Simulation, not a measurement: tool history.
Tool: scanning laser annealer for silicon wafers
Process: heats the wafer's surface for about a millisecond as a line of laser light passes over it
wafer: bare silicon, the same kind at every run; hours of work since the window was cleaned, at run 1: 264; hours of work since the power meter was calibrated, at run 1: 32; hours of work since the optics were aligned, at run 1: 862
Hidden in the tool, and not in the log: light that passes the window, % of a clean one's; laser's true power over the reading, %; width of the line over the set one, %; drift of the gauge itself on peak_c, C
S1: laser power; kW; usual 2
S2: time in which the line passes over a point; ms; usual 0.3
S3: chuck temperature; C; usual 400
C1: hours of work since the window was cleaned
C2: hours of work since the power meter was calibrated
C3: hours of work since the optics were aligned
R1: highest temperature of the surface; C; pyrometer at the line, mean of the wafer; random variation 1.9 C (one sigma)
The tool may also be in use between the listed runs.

run 1 hour=0 | S1=2 S2=0.3 S3=400 | C1=264 C2=32 C3=862 | R1=1137
run 2 hour=54.9 | S1=2 S2=0.3 S3=400 | C1=303 C2=71 C3=901 | R1=1131
run 3 hour=109.8 | S1=2 S2=0.344 S3=400 | C1=342 C2=110 C3=940 | R1=1192
run 4 hour=167.4 | S1=2 S2=0.344 S3=400 | C1=383 C2=150 C3=980 | R1=1190
run 5 hour=203 | S1=2 S2=0.344 S3=400 | C1=408 C2=176 C3=1006 | R1=1189
run 6 hour=241 | S1=2 S2=0.3 S3=375 | C1=435 C2=203 C3=1033 | R1=1107
run 7 hour=273.1 | S1=2 S2=0.234 S3=375 | C1=458 C2=225 C3=1055 | R1=1015
run 8 hour=327.3 | S1=2 S2=0.234 S3=375 | C1=496 C2=264 C3=1094 | R1=1013
-- hour=355.4 optics aligned, line set to its width
run 9 hour=361.2 | S1=2 S2=0.234 S3=375 | C1=517 C2=284 C3=4 | R1=1016
run 10 hour=416 | S1=2 S2=0.234 S3=403 | C1=555 C2=323 C3=43 | R1=1045
-- hour=441.2 window over the wafer cleaned
run 11 hour=464.9 | S1=2 S2=0.3 S3=400 | C1=17 C2=356 C3=76 | R1=1135
run 12 hour=511.3 | S1=2 S2=0.3 S3=400 | C1=50 C2=389 C3=109 | R1=1133
run 13 hour=550.9 | S1=2 S2=0.3 S3=400 | C1=78 C2=417 C3=137 | R1=1133
run 14 hour=592.8 | S1=2 S2=0.3 S3=379 | C1=107 C2=447 C3=167 | R1=1114
run 15 hour=623.6 | S1=2.021 S2=0.3 S3=400 | C1=129 C2=469 C3=189 | R1=1141
run 16 hour=651.6 | S1=2.09 S2=0.235 S3=368 | C1=149 C2=489 C3=209 | R1=1037
run 17 hour=705.7 | S1=1.911 S2=0.365 S3=428 | C1=187 C2=527 C3=247 | R1=1212
run 18 hour=746.7 | S1=2.143 S2=0.223 S3=371 | C1=217 C2=556 C3=276 | R1=1035
run 19 hour=800.4 | S1=2.128 S2=0.268 S3=396 | C1=255 C2=594 C3=314 | R1=1128
run 20 hour=847.7 | S1=1.84 S2=0.222 S3=414 | C1=288 C2=628 C3=348 | R1=990
run 21 hour=887.3 | S1=1.84 S2=0.222 S3=414 | C1=316 C2=656 C3=376 | R1=990
run 22 hour=936.9 | S1=1.912 S2=0.3 S3=377 | C1=351 C2=691 C3=411 | R1=1083
run 23 hour=969.3 | S1=1.912 S2=0.3 S3=377 | C1=374 C2=714 C3=434 | R1=1079
run 24 hour=1021.5 | S1=1.912 S2=0.3 S3=377 | C1=411 C2=751 C3=471 | R1=1079
run 25 hour=1068.2 | S1=1.912 S2=0.3 S3=377 | C1=445 C2=784 C3=504 | R1=1085
run 26 hour=1100.8 | S1=1.912 S2=0.3 S3=377 | C1=468 C2=807 C3=527 | R1=1080
run 27 hour=1148.5 | S1=1.912 S2=0.3 S3=377 | C1=501 C2=841 C3=561 | R1=1078
run 28 hour=1173.9 | S1=1.912 S2=0.3 S3=400 | C1=519 C2=859 C3=579 | R1=1104
run 29 hour=1197.6 | S1=1.802 S2=0.235 S3=400 | C1=536 C2=876 C3=596 | R1=986

4 ways to go on from here, each from the tool as it stands after run 29. What would each give?
run A hour=1224.2 | S1=1.816 S2=0.3 S3=365 | C1=555 C2=895 C3=615 | R1=?
run B hour=1224.2 | S1=2 S2=0.305 S3=400 | C1=555 C2=895 C3=615 | R1=?
run C hour=1224.2 | S1=1.956 S2=0.252 S3=411 | C1=555 C2=895 C3=615 | R1=?
run D hour=1224.2 | S1=1.76 S2=0.377 S3=400 | C1=555 C2=895 C3=615 | R1=?

run=A R1=1036
run=B R1=1144
run=C R1=1064
run=D R1=1140
Without the tool's hidden state the same runs would have given:
run=A R1=1037
run=B R1=1145
run=C R1=1065
run=D R1=1141
